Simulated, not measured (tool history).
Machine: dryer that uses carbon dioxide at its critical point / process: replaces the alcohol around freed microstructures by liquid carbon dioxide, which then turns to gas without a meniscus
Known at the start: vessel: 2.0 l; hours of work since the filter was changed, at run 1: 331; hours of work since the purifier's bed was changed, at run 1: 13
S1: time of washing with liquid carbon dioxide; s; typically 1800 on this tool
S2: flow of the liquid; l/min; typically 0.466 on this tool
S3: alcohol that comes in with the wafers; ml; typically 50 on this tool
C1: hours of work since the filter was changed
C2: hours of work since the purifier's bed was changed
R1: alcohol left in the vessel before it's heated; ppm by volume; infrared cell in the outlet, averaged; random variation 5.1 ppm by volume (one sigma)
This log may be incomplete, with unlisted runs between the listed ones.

| run | hour | S1 | S2 | S3 | C1 | C2 | R1 |
|---|---|---|---|---|---|---|---|
| 1 | 0 | 1800 | 0.466 | 50 | 331 | 13 | 103 |
| 2 | 12.6 | 1800 | 0.466 | 50 | 335 | 16 | 102 |
| 3 | 29.3 | 1800 | 0.466 | 50 | 340 | 22 | 107 |
| 4 | 40.3 | 1800 | 0.4 | 50 | 344 | 25 | 240 |
| 5 | 56.2 | 1800 | 0.4 | 50 | 349 | 30 | 232 |
| 6 | 67.3 | 1800 | 0.4 | 50 | 352 | 33 | 244 |
| 7 | 83.1 | 1800 | 0.4 | 50 | 357 | 38 | 246 |
| 8 | 91.3 | 1800 | 0.396 | 50 | 360 | 41 | 266 |
| 9 | 105.6 | 1800 | 0.466 | 50 | 364 | 45 | 118 |
| 10 | 120.6 | 1800 | 0.466 | 50 | 369 | 50 | 107 |
| 11 | 131.1 | 1800 | 0.466 | 50 | 372 | 53 | 120 |
| 12 | 138.8 | 1800 | 0.466 | 50 | 374 | 56 | 124 |
| 13 | 154.3 | 1800 | 0.519 | 50 | 379 | 60 | 78 |
| 14 | 168.5 | 1800 | 0.519 | 50 | 383 | 65 | 71 |
| 15 | 176.1 | 1800 | 0.384 | 50 | 386 | 67 | 298 |
| 16 | 190.5 | 1800 | 0.384 | 50 | 390 | 72 | 308 |
| 17 | 202.8 | 1800 | 0.384 | 50 | 394 | 75 | 311 |
| 18 | 211 | 2040 | 0.466 | 50 | 397 | 78 | 72 |
| 19 | 226.9 | 2220 | 0.466 | 50 | 402 | 83 | 54 |
| 20 | 241.2 | 2220 | 0.466 | 50 | 406 | 87 | 47 |
| 21 | 257 | 2220 | 0.466 | 50 | 411 | 92 | 55 |
| 22 | 267.3 | 2220 | 0.466 | 50 | 414 | 95 | 61 |
| 23 | 283.8 | 1800 | 0.466 | 47 | 419 | 101 | 125 |
| 24 | 299 | 1260 | 0.466 | 47 | 424 | 105 | 543 |
| 25 | 308.7 | 1980 | 0.466 | 70 | 427 | 108 | 113 |
| 26 | 316.3 | 1860 | 0.366 | 37 | 429 | 111 | 273 |
| 27 | 327.1 | 2340 | 0.577 | 32 | 433 | 114 | 30 |
| 28 | 338.5 | 2340 | 0.577 | 32 | 436 | 117 | 27 |
| 29 | 351.5 | 1440 | 0.57 | 32 | 440 | 121 | 111 |
| 30 | 364.2 | 1620 | 0.555 | 32 | 444 | 125 | 83 |
| 31 | 377.9 | 1620 | 0.555 | 32 | 448 | 130 | 83 |
| 32 | 388.5 | 2700 | 0.299 | 36 | 452 | 133 | 154 |
| 33 | 405.1 | 1080 | 0.486 | 36 | 457 | 138 | 646 |
| 34 | 415 | 2460 | 0.666 | 40 | 460 | 141 | 40 |
| 35 | 422.8 | 2460 | 0.666 | 40 | 462 | 144 | 31 |
| 36 | 430.2 | 2460 | 0.357 | 40 | 465 | 146 | 118 |
| 37 | 443.3 | 1800 | 0.393 | 70 | 469 | 150 | 435 |
| 38 | 457.7 | 1800 | 0.393 | 70 | 473 | 154 | 423 |
| 39 | 466.4 | 1800 | 0.393 | 70 | 476 | 157 | 433 |
| 40 | 474.5 | 1380 | 0.393 | 51 | 478 | 160 | 861 |
| 41 | 483.7 | 1380 | 0.393 | 50 | 481 | 162 | 846 |
| 42 | 498.9 | 1740 | 0.361 | 50 | 486 | 167 | 506 |
|  | 501.5 | inlet filter changed |
| 43 | 510.2 | 1800 | 0.501 | 50 | 3 | 170 | 82 |
| 44 | 522.4 | 2760 | 0.361 | 21 | 6 | 174 | 51 |
| 45 | 538.4 | 2460 | 0.466 | 43 | 11 | 179 | 50 |
| 46 | 552.3 | 1140 | 0.466 | 89 | 16 | 183 | 1084 |

Run by run, hidden condition taken away, random variation retained:
What the log doesn't record here: flow that reaches the vessel past the clogged filter, %; alcohol in the recycled carbon dioxide, ppm; drift of the gauge itself on alcohol_ppm, %.
| run | R1 |
|---|---|
| 1 | 67 |
| 2 | 65 |
| 3 | 67 |
| 4 | 165 |
| 5 | 156 |
| 6 | 164 |
| 7 | 165 |
| 8 | 178 |
| 9 | 70 |
| 10 | 58 |
| 11 | 70 |
| 12 | 73 |
| 13 | 43 |
| 14 | 35 |
| 15 | 194 |
| 16 | 197 |
| 17 | 202 |
| 18 | 33 |
| 19 | 23 |
| 20 | 14 |
| 21 | 21 |
| 22 | 25 |
| 23 | 61 |
| 24 | 360 |
| 25 | 52 |
| 26 | 165 |
| 27 | 4 |
| 28 | 1 |
| 29 | 55 |
| 30 | 36 |
| 31 | 34 |
| 32 | 79 |
| 33 | 434 |
| 34 | 11 |
| 35 | 0 |
| 36 | 51 |
| 37 | 252 |
| 38 | 243 |
| 39 | 244 |
| 40 | 568 |
| 41 | 555 |
| 42 | 301 |
| 43 | 45 |
| 44 | 14 |
| 45 | 13 |
| 46 | 1015 |
